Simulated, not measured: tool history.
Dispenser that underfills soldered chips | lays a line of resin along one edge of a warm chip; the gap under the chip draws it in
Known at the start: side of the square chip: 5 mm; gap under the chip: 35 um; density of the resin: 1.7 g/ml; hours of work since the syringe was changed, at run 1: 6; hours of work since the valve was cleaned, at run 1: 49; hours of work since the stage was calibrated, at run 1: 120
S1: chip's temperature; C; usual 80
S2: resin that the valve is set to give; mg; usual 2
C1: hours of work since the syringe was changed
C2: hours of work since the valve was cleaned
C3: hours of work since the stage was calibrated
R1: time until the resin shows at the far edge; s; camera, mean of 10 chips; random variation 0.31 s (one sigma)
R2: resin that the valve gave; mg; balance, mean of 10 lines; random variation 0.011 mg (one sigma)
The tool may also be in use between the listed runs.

run	hour	S1	S2	C1	C2	C3	R1	R2
1	0	80	2	6	49	120	12.7	1.91
# hour 2.7: new syringe of resin
2	3.9	80	2	1	52	122	10.3	1.93
3	7	80	2	3	54	124	10.7	1.9
4	9.5	80	2	5	56	126	11.9	1.9
# hour 13.3: new syringe of resin
5	13.5	80	2	0	58	129	9.6	1.93
6	17.9	80	2	3	62	132	11.2	1.9
# hour 22.3: dispensing valve cleaned and set on the balance
7	24	74	1.93	7	1	136	17	1.93
# hour 24.7: new syringe of resin
8	28.1	74	1.93	2	4	138	14.3	1.92
9	30.7	72	2.37	4	6	140	16.4	2.35
10	34.7	66	2.05	7	9	143	24.8	2.04
# hour 35.5: new syringe of resin
11	39.1	66	2.05	3	12	146	19.8	2
12	43.4	66	2.05	6	15	149	23.1	2.01

Forecast each of these 3 alternatives for the next run:
# hour 46: new syringe of resin
A	48.5	80	1.79	2	18	153	?	?
# hour 46: new syringe of resin
B	48.5	66	2.17	2	18	153	?	?
# hour 46: new syringe of resin
C	48.5	74	1.92	2	18	153	?	?

run	R1	R2
A	11.1	1.77
B	18	2.15
C	13.8	1.91
Without the tool's hidden state the same runs would have given:
run	R1	R2
A	9.9	1.8
B	15.9	2.19
C	12.3	1.94

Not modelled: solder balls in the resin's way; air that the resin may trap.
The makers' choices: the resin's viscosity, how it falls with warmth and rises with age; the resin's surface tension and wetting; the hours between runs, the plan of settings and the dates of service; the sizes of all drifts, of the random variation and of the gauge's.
